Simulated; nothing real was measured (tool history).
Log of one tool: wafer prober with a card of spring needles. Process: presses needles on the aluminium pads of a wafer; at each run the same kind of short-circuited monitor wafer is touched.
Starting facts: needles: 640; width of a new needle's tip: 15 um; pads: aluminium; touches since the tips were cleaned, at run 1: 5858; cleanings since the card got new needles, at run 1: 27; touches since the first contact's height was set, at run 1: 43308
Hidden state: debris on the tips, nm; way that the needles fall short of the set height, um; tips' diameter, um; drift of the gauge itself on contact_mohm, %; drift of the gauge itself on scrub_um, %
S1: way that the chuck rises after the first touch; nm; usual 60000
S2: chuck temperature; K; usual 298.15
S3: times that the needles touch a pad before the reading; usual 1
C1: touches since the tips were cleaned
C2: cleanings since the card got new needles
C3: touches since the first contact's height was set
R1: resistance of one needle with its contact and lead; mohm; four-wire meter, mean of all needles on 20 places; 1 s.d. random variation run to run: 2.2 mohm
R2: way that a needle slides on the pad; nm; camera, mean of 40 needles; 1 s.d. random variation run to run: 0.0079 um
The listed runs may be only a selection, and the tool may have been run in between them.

{"run": 1, "hour": 0.0, "S1": 60000, "S2": 298.15, "S3": 1, "C1": 5858, "C2": 27, "C3": 43308, "R1": 339, "R2": 10526}
{"hour": 2.8, "done": "tips cleaned on abrasive film"}
{"run": 2, "hour": 9.3, "S1": 60000, "S2": 298.15, "S3": 1, "C1": 3903, "C2": 28, "C3": 48850, "R1": 393, "R2": 10489}
{"hour": 15.5, "done": "tips cleaned on abrasive film"}
{"run": 3, "hour": 16.3, "S1": 60000, "S2": 298.15, "S3": 1, "C1": 431, "C2": 29, "C3": 52940, "R1": 277, "R2": 10475}
{"run": 4, "hour": 27.5, "S1": 60000, "S2": 298.15, "S3": 1, "C1": 7198, "C2": 29, "C3": 59707, "R1": 359, "R2": 10466}
{"hour": 28.5, "done": "tips cleaned on abrasive film"}
{"run": 5, "hour": 33.0, "S1": 60000, "S2": 298.15, "S3": 1, "C1": 2693, "C2": 30, "C3": 62903, "R1": 309, "R2": 10458}
{"hour": 41.4, "done": "tips cleaned on abrasive film"}
{"hour": 42.1, "done": "tips cleaned on abrasive film, once more"}
{"run": 6, "hour": 45.1, "S1": 60000, "S2": 298.15, "S3": 1, "C1": 1836, "C2": 32, "C3": 70078, "R1": 296, "R2": 10421}
{"hour": 55.3, "done": "tips cleaned on abrasive film"}
{"run": 7, "hour": 56.3, "S1": 60000, "S2": 298.15, "S3": 1, "C1": 608, "C2": 33, "C3": 76760, "R1": 271, "R2": 10406}
{"run": 8, "hour": 65.3, "S1": 60000, "S2": 307.15, "S3": 1, "C1": 5989, "C2": 33, "C3": 82141, "R1": 348, "R2": 10405}
{"hour": 68.4, "done": "tips cleaned on abrasive film"}
{"hour": 74.1, "done": "height of the first contact set anew"}
{"run": 9, "hour": 77.1, "S1": 60000, "S2": 307.15, "S3": 2, "C1": 5018, "C2": 34, "C3": 1786, "R1": 308, "R2": 10585}
{"hour": 82.1, "done": "tips cleaned on abrasive film"}
{"run": 10, "hour": 84.6, "S1": 60000, "S2": 298.15, "S3": 1, "C1": 1543, "C2": 35, "C3": 6280, "R1": 291, "R2": 10592}
{"hour": 95.3, "done": "tips cleaned on abrasive film"}
{"run": 11, "hour": 95.8, "S1": 60000, "S2": 369.15, "S3": 1, "C1": 263, "C2": 36, "C3": 12889, "R1": 282, "R2": 10557}
{"run": 12, "hour": 107.2, "S1": 60000, "S2": 298.15, "S3": 1, "C1": 7157, "C2": 36, "C3": 19783, "R1": 360, "R2": 10558}
{"hour": 108.1, "done": "tips cleaned on abrasive film"}
{"run": 13, "hour": 113.7, "S1": 60000, "S2": 298.15, "S3": 1, "C1": 3404, "C2": 37, "C3": 23611, "R1": 321, "R2": 10551}
{"hour": 120.8, "done": "tips cleaned on abrasive film"}
{"run": 14, "hour": 123.9, "S1": 60000, "S2": 298.15, "S3": 1, "C1": 1892, "C2": 38, "C3": 29677, "R1": 298, "R2": 10532}
{"hour": 133.5, "done": "tips cleaned on abrasive film"}
{"run": 15, "hour": 133.5, "S1": 60000, "S2": 308.15, "S3": 1, "C1": 11, "C2": 39, "C3": 35375, "R1": 265, "R2": 10505}
{"run": 16, "hour": 142.4, "S1": 60000, "S2": 308.15, "S3": 1, "C1": 5332, "C2": 39, "C3": 40696, "R1": 343, "R2": 10507}
{"hour": 146.3, "done": "tips cleaned on abrasive film"}
{"run": 17, "hour": 151.4, "S1": 60000, "S2": 308.15, "S3": 1, "C1": 3062, "C2": 40, "C3": 46035, "R1": 315, "R2": 10481}
{"run": 18, "hour": 157.3, "S1": 75000, "S2": 308.15, "S3": 1, "C1": 6609, "C2": 40, "C3": 49582, "R1": 322, "R2": 13140}
{"hour": 158.9, "done": "tips cleaned on abrasive film"}
{"run": 19, "hour": 166.5, "S1": 60000, "S2": 298.15, "S3": 1, "C1": 4529, "C2": 41, "C3": 55034, "R1": 331, "R2": 10481}
{"hour": 171.6, "done": "tips cleaned on abrasive film"}
{"run": 20, "hour": 176.9, "S1": 55000, "S2": 317.15, "S3": 2, "C1": 3174, "C2": 42, "C3": 61219, "R1": 300, "R2": 9573}
{"run": 21, "hour": 182.2, "S1": 55000, "S2": 317.15, "S3": 2, "C1": 6372, "C2": 42, "C3": 64417, "R1": 324, "R2": 9589}
{"hour": 184.2, "done": "tips cleaned on abrasive film"}
{"run": 22, "hour": 191.5, "S1": 55000, "S2": 317.15, "S3": 2, "C1": 4355, "C2": 43, "C3": 69917, "R1": 314, "R2": 9562}
{"hour": 197.4, "done": "tips cleaned on abrasive film"}
{"run": 23, "hour": 199.2, "S1": 41000, "S2": 332.15, "S3": 2, "C1": 1101, "C2": 44, "C3": 74502, "R1": 303, "R2": 7072}
{"hour": 210.3, "done": "tips cleaned on abrasive film"}
{"run": 24, "hour": 210.9, "S1": 43000, "S2": 332.15, "S3": 2, "C1": 361, "C2": 45, "C3": 81460, "R1": 280, "R2": 7412}
{"run": 25, "hour": 219.5, "S1": 43000, "S2": 332.15, "S3": 2, "C1": 5521, "C2": 45, "C3": 86620, "R1": 366, "R2": 7419}
{"hour": 220.8, "done": "height of the first contact set anew"}
{"hour": 223.3, "done": "tips cleaned on abrasive film"}
{"run": 26, "hour": 230.6, "S1": 61000, "S2": 376.15, "S3": 3, "C1": 4353, "C2": 46, "C3": 5816, "R1": 297, "R2": 10752}
{"hour": 236.3, "done": "tips cleaned on abrasive film"}
{"run": 27, "hour": 240.3, "S1": 69000, "S2": 376.15, "S3": 1, "C1": 2421, "C2": 47, "C3": 11586, "R1": 305, "R2": 12140}
{"hour": 249.3, "done": "tips cleaned on abrasive film"}
{"run": 28, "hour": 249.6, "S1": 69000, "S2": 376.15, "S3": 1, "C1": 180, "C2": 48, "C3": 17121, "R1": 278, "R2": 12134}
{"run": 29, "hour": 258.4, "S1": 67000, "S2": 316.15, "S3": 1, "C1": 5447, "C2": 48, "C3": 22388, "R1": 334, "R2": 11765}
{"hour": 262.0, "done": "tips cleaned on abrasive film"}
{"run": 30, "hour": 264.4, "S1": 54000, "S2": 307.15, "S3": 3, "C1": 1424, "C2": 49, "C3": 25936, "R1": 269, "R2": 9454}
{"run": 31, "hour": 274.3, "S1": 54000, "S2": 307.15, "S3": 3, "C1": 7349, "C2": 49, "C3": 31861, "R1": 298, "R2": 9459}
{"hour": 275.1, "done": "tips cleaned on abrasive film"}
{"run": 32, "hour": 280.5, "S1": 69000, "S2": 307.15, "S3": 3, "C1": 3249, "C2": 50, "C3": 35514, "R1": 274, "R2": 12091}
{"run": 33, "hour": 286.3, "S1": 73000, "S2": 298.15, "S3": 1, "C1": 6743, "C2": 50, "C3": 39008, "R1": 325, "R2": 12801}

Take each entry between the runs: how does the hidden state at the last listed run before it differ from the hidden state at the first listed run after it?
Between runs 1 and 2: tips cleaned on abrasive film (hour 2.8)
  debris on the tips, nm: 139.1 -> 214.3; way that the needles fall short of the set height, um: 0.37 -> 0.59; tips' diameter, um: 15.78 -> 15.98
  measured minus no-state result, R1: +89 -> +141 mohm; R2: -65 -> -104 nm
Between runs 2 and 3: tips cleaned on abrasive film (hour 15.5)
  debris on the tips, nm: 214.3 -> 33.7; way that the needles fall short of the set height, um: 0.59 -> 0.67; tips' diameter, um: 15.98 -> 16.01
  measured minus no-state result, R1: +141 -> +23 mohm; R2: -104 -> -118 nm
Between runs 4 and 5: tips cleaned on abrasive film (hour 28.5)
  debris on the tips, nm: 161.4 -> 93.6; way that the needles fall short of the set height, um: 0.67 -> 0.75; tips' diameter, um: 16.01 -> 16.04
  measured minus no-state result, R1: +107 -> +62 mohm; R2: -118 -> -132 nm
Between runs 5 and 6: tips cleaned on abrasive film (hour 41.4); tips cleaned on abrasive film, once more (hour 42.1)
  debris on the tips, nm: 93.6 -> 65.7; way that the needles fall short of the set height, um: 0.75 -> 0.94; tips' diameter, um: 16.04 -> 16.1
  measured minus no-state result, R1: +62 -> +44 mohm; R2: -132 -> -166 nm
Between runs 6 and 7: tips cleaned on abrasive film (hour 55.3)
  debris on the tips, nm: 65.7 -> 34.1; way that the needles fall short of the set height, um: 0.94 -> 1.04; tips' diameter, um: 16.1 -> 16.14
  measured minus no-state result, R1: +44 -> +23 mohm; R2: -166 -> -183 nm
Between runs 8 and 9: tips cleaned on abrasive film (hour 68.4); height of the first contact set anew (hour 74.1)
  debris on the tips, nm: 149.7 -> 136.9; way that the needles fall short of the set height, um: 1.04 -> 0; tips' diameter, um: 16.14 -> 16.16
  measured minus no-state result, R1: +99 -> +54 mohm; R2: -183 -> +0 nm
Between runs 9 and 10: tips cleaned on abrasive film (hour 82.1)
  debris on the tips, nm: 136.9 -> 59.4; way that the needles fall short of the set height, um: 0 -> 0.1; tips' diameter, um: 16.16 -> 16.2
  measured minus no-state result, R1: +54 -> +39 mohm; R2: +0 -> -17 nm
Between runs 10 and 11: tips cleaned on abrasive film (hour 95.3)
  debris on the tips, nm: 59.4 -> 23.8; way that the needles fall short of the set height, um: 0.1 -> 0.16; tips' diameter, um: 16.2 -> 16.22
  measured minus no-state result, R1: +39 -> +15 mohm; R2: -17 -> -29 nm
Between runs 12 and 13: tips cleaned on abrasive film (hour 108.1)
  debris on the tips, nm: 157.3 -> 102.5; way that the needles fall short of the set height, um: 0.16 -> 0.26; tips' diameter, um: 16.22 -> 16.25
  measured minus no-state result, R1: +106 -> +69 mohm; R2: -29 -> -46 nm
Between runs 13 and 14: tips cleaned on abrasive film (hour 120.8)
  debris on the tips, nm: 102.5 -> 67; way that the needles fall short of the set height, um: 0.26 -> 0.37; tips' diameter, um: 16.25 -> 16.29
  measured minus no-state result, R1: +69 -> +46 mohm; R2: -46 -> -64 nm
Between runs 14 and 15: tips cleaned on abrasive film (hour 133.5)
  debris on the tips, nm: 67 -> 13.8; way that the needles fall short of the set height, um: 0.37 -> 0.43; tips' diameter, um: 16.29 -> 16.31
  measured minus no-state result, R1: +46 -> +10 mohm; R2: -64 -> -76 nm
Between runs 16 and 17: tips cleaned on abrasive film (hour 146.3)
  debris on the tips, nm: 136.2 -> 98.8; way that the needles fall short of the set height, um: 0.43 -> 0.52; tips' diameter, um: 16.31 -> 16.34
  measured minus no-state result, R1: +90 -> +66 mohm; R2: -76 -> -91 nm
Between runs 18 and 19: tips cleaned on abrasive film (hour 158.9)
  debris on the tips, nm: 151.7 -> 126.2; way that the needles fall short of the set height, um: 0.52 -> 0.62; tips' diameter, um: 16.34 -> 16.38
  measured minus no-state result, R1: +71 -> +86 mohm; R2: -91 -> -109 nm
Between runs 19 and 20: tips cleaned on abrasive film (hour 171.6)
  debris on the tips, nm: 126.2 -> 96.7; way that the needles fall short of the set height, um: 0.62 -> 0.7; tips' diameter, um: 16.38 -> 16.41
  measured minus no-state result, R1: +86 -> +45 mohm; R2: -109 -> -124 nm
Between runs 21 and 22: tips cleaned on abrasive film (hour 184.2)
  debris on the tips, nm: 147 -> 127.7; way that the needles fall short of the set height, um: 0.7 -> 0.77; tips' diameter, um: 16.41 -> 16.43
  measured minus no-state result, R1: +68 -> +59 mohm; R2: -124 -> -136 nm
Between runs 22 and 23: tips cleaned on abrasive film (hour 197.4)
  debris on the tips, nm: 127.7 -> 53.5; way that the needles fall short of the set height, um: 0.77 -> 0.88; tips' diameter, um: 16.43 -> 16.47
  measured minus no-state result, R1: +59 -> +42 mohm; R2: -136 -> -155 nm
Between runs 23 and 24: tips cleaned on abrasive film (hour 210.3)
  debris on the tips, nm: 53.5 -> 23.9; way that the needles fall short of the set height, um: 0.88 -> 0.98; tips' diameter, um: 16.47 -> 16.51
  measured minus no-state result, R1: +42 -> +19 mohm; R2: -155 -> -173 nm
Between runs 25 and 26: height of the first contact set anew (hour 220.8); tips cleaned on abrasive film (hour 223.3)
  debris on the tips, nm: 138.5 -> 122; way that the needles fall short of the set height, um: 0.98 -> 0.1; tips' diameter, um: 16.51 -> 16.54
  measured minus no-state result, R1: +101 -> +26 mohm; R2: -173 -> -18 nm
Between runs 26 and 27: tips cleaned on abrasive film (hour 236.3)
  debris on the tips, nm: 122 -> 80.2; way that the needles fall short of the set height, um: 0.1 -> 0.19; tips' diameter, um: 16.54 -> 16.57
  measured minus no-state result, R1: +26 -> +38 mohm; R2: -18 -> -34 nm
Between runs 27 and 28: tips cleaned on abrasive film (hour 249.3)
  debris on the tips, nm: 80.2 -> 20.8; way that the needles fall short of the set height, um: 0.19 -> 0.29; tips' diameter, um: 16.57 -> 16.61
  measured minus no-state result, R1: +38 -> +10 mohm; R2: -34 -> -51 nm
Between runs 29 and 30: tips cleaned on abrasive film (hour 262.0)
  debris on the tips, nm: 143.9 -> 58; way that the needles fall short of the set height, um: 0.29 -> 0.39; tips' diameter, um: 16.61 -> 16.64
  measured minus no-state result, R1: +80 -> +18 mohm; R2: -51 -> -69 nm
Between runs 31 and 32: tips cleaned on abrasive film (hour 275.1)
  debris on the tips, nm: 159.6 -> 107; way that the needles fall short of the set height, um: 0.39 -> 0.49; tips' diameter, um: 16.64 -> 16.68
  measured minus no-state result, R1: +48 -> +22 mohm; R2: -70 -> -86 nm
